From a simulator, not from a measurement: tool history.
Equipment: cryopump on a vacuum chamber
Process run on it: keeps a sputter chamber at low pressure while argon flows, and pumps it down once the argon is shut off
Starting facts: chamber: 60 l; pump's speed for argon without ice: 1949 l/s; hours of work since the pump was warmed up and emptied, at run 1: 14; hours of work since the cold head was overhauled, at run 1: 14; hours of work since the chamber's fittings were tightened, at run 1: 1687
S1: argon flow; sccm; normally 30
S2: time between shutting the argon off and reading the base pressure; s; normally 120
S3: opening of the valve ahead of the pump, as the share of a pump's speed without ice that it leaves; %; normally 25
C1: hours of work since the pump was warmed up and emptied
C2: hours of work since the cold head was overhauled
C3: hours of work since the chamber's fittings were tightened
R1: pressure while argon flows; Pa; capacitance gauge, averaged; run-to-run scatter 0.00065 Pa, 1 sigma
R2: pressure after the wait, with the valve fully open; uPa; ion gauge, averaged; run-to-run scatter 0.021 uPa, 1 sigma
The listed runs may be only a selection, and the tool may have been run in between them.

run,hour,S1,S2,S3,C1,C2,C3,R1,R2
1,0,30,120,25,14,14,1687,0.1051,0.89
2,9.5,30,120,25,22,22,1695,0.1035,0.84
3,22.4,30,120,25,33,33,1706,0.1035,0.93
4,30.2,45,120,25,39,39,1712,0.1579,0.88
5,47.3,19,120,25,53,53,1726,0.0667,0.88
6,60.6,30,120,25,64,64,1737,0.1062,0.89
7,77.6,30,80,25,78,78,1751,0.1049,1.04
8,90.4,30,120,50,89,89,1762,0.0526,0.9
9,99.3,51,120,25,96,96,1769,0.1791,0.93
10,109.3,51,120,25,104,104,1777,0.1798,0.88
11,116.9,51,33,25,110,110,1783,0.1788,1.56
12,132.2,30,120,25,123,123,1796,0.1058,0.94
13,147.1,30,120,25,135,135,1808,0.1053,0.91
14,162.2,30,120,25,148,148,1821,0.1052,0.93
15,171.4,30,120,25,155,155,1828,0.1056,0.91
16,179.1,47,63,30,162,162,1835,0.1383,1.13
17,194.4,47,33,18,174,174,1847,0.2277,1.57
18,208.5,40,48,15,186,186,1859,0.2331,1.39
19,223,40,48,15,198,198,1871,0.237,1.33
20,238.4,40,48,15,210,210,1883,0.2348,1.36
21,250.8,38,79,19,221,221,1893,0.1777,1.12
22,264,38,79,43,231,231,1904,0.0796,1.14
23,274.3,33,120,25,240,240,1913,0.1176,0.95
24,284.1,33,43,39,248,248,1921,0.0767,1.42
25,300,20,42,35,261,261,1934,0.0511,1.49
26,313,20,42,35,272,272,1945,0.051,1.49
27,322.9,20,42,35,280,280,1953,0.0521,1.48
28,330.6,20,42,35,286,286,1959,0.0525,1.48
29,339.5,20,42,35,293,293,1966,0.0511,1.44

Difference, measured minus no-hidden-state, one row per run. Run-to-run variation is common to both terms; the gauge's own scatter need not be:
Hidden state present: pump's speed, % of a pump's without ice; cold plate's temperature, K; leak into the chamber, uPa l/s; drift of the gauge itself on working_pa, %; drift of the gauge itself on base_upa, %.
run,R1,R2
1,+0.0003,+0.47
2,+0.0004,+0.46
3,+0.0005,+0.47
4,+0.0008,+0.48
5,+0.0004,+0.48
6,+0.0007,+0.5
7,+0.0009,+0.5
8,+0.001,+0.5
9,+0.0018,+0.52
10,+0.002,+0.51
11,+0.002,+0.51
12,+0.0013,+0.53
13,+0.0014,+0.51
14,+0.0015,+0.54
15,+0.0017,+0.54
16,+0.0027,+0.54
17,+0.0029,+0.54
18,+0.0026,+0.58
19,+0.0028,+0.55
20,+0.003,+0.58
21,+0.003,+0.57
22,+0.003,+0.59
23,+0.0028,+0.58
24,+0.0029,+0.59
25,+0.0018,+0.6
26,+0.0019,+0.61
27,+0.002,+0.6
28,+0.002,+0.63
29,+0.0021,+0.6
